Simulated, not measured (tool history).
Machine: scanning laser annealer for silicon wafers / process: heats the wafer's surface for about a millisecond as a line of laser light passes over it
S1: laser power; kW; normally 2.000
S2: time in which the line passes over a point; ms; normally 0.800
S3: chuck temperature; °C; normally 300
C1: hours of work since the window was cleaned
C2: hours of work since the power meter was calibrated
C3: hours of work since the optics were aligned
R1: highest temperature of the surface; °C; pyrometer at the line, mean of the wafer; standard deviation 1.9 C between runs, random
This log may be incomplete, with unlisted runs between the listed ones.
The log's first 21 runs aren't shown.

run 22 hour=311.3 | S1=1.704 S2=0.644 S3=314 | C1=106 C2=200 C3=736 | R1=915
run 23 hour=328.9 | S1=1.704 S2=0.644 S3=314 | C1=116 C2=210 C3=746 | R1=914
run 24 hour=346.5 | S1=1.749 S2=0.628 S3=333 | C1=127 C2=221 C3=757 | R1=940
run 25 hour=361.4 | S1=1.928 S2=0.885 S3=333 | C1=136 C2=230 C3=766 | R1=1125
run 26 hour=375.8 | S1=2.000 S2=0.687 S3=284 | C1=144 C2=238 C3=774 | R1=1007
run 27 hour=395.3 | S1=1.773 S2=0.796 S3=290 | C1=156 C2=250 C3=786 | R1=980
run 28 hour=404.0 | S1=2.159 S2=0.776 S3=288 | C1=161 C2=255 C3=791 | R1=1119
run 29 hour=414.8 | S1=2.037 S2=0.776 S3=326 | C1=168 C2=261 C3=797 | R1=1108
run 30 hour=434.7 | S1=2.000 S2=0.826 S3=300 | C1=179 C2=273 C3=809 | R1=1096
run 31 hour=455.5 | S1=1.874 S2=0.800 S3=327 | C1=192 C2=286 C3=822 | R1=1061
run 32 hour=473.0 | S1=1.874 S2=0.800 S3=327 | C1=202 C2=296 C3=832 | R1=1057
run 33 hour=484.7 | S1=2.136 S2=0.926 S3=300 | C1=209 C2=303 C3=839 | R1=1200
run 34 hour=494.8 | S1=1.789 S2=0.977 S3=300 | C1=215 C2=309 C3=845 | R1=1072
run 35 hour=506.3 | S1=1.789 S2=0.678 S3=300 | C1=222 C2=316 C3=852 | R1=942
run 36 hour=524.7 | S1=2.122 S2=0.800 S3=324 | C1=233 C2=327 C3=863 | R1=1155
run 37 hour=536.2 | S1=1.969 S2=0.800 S3=324 | C1=240 C2=334 C3=870 | R1=1093
run 38 hour=550.4 | S1=1.978 S2=0.565 S3=292 | C1=248 C2=342 C3=878 | R1=943
run 39 hour=569.1 | S1=1.978 S2=0.565 S3=292 | C1=260 C2=353 C3=889 | R1=943
run 40 hour=581.1 | S1=1.999 S2=0.766 S3=275 | C1=267 C2=361 C3=896 | R1=1042

Alternative continuations, all from the tool just after run 40; predict every row:
run A hour=600.1 | S1=1.995 S2=0.848 S3=287 | C1=278 C2=372 C3=908 | R1=?
run B hour=600.1 | S1=2.011 S2=0.713 S3=275 | C1=278 C2=372 C3=908 | R1=?
run C hour=600.1 | S1=1.902 S2=0.622 S3=308 | C1=278 C2=372 C3=908 | R1=?
run D hour=600.1 | S1=1.857 S2=0.570 S3=312 | C1=278 C2=372 C3=908 | R1=?
run E hour=600.1 | S1=1.703 S2=0.921 S3=298 | C1=278 C2=372 C3=908 | R1=?

run=A R1=1091
run=B R1=1017
run=C R1=965
run=D R1=925
run=E R1=1008
Had the tool no hidden state, the same runs would have come out as:
run=A R1=1092
run=B R1=1017
run=C R1=966
run=D R1=925
run=E R1=1008
